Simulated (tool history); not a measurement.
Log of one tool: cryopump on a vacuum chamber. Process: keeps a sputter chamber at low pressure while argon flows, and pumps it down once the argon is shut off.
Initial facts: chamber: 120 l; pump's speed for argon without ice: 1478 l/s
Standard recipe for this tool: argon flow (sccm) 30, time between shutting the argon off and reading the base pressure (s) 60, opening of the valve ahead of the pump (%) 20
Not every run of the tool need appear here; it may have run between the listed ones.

run	day	argon flow (sccm)	time between shutting the argon off and reading the base pressure (s)	opening of the valve ahead of the pump (%)	pressure while argon flows (Pa)	pressure after the wait (uPa)
1	0.000	30	60	20	0.1828	2.62
2	1.925	30	60	21	0.1737	2.64
3	4.112	27	60	20	0.1627	2.68
4	5.950	27	60	20	0.1642	2.63
5	7.446	20	60	20	0.1226	2.74
6	9.579	42	60	20	0.2577	2.71
7	11.454	42	60	20	0.2570	2.82
8	13.383	42	60	20	0.2595	2.80
9	15.158	42	60	20	0.2587	2.80
# day 15.558: pump warmed up, emptied and cooled again
10	17.267	42	60	20	0.2392	2.52
11	18.508	42	245	20	0.2422	1.34
12	20.192	42	245	20	0.2426	1.34
13	22.129	42	245	20	0.2436	1.40
14	23.338	42	245	20	0.2438	1.41
15	24.396	15	60	20	0.0855	2.60
16	26.454	14	60	21	0.0771	2.72
17	28.700	29	108	28	0.1209	1.89
18	30.567	37	60	24	0.1789	2.74
19	32.554	37	60	24	0.1805	2.76
20	33.700	37	161	24	0.1813	1.81
21	35.746	37	161	24	0.1798	1.83
22	37.233	37	161	24	0.1794	1.74
23	38.254	13	161	18	0.0842	1.88
24	39.688	13	161	18	0.0851	1.76
25	41.496	28	60	28	0.1206	2.94

What will run 26 give?
26	43.475	26	45	33	?	?

pressure while argon flows (Pa): 0.0950
pressure after the wait (uPa): 3.47
Take away the tool's hidden state, keep the run-to-run variation as it was, and the same run would have given pressure while argon flows (Pa) 0.0905, pressure after the wait (uPa) 2.39.
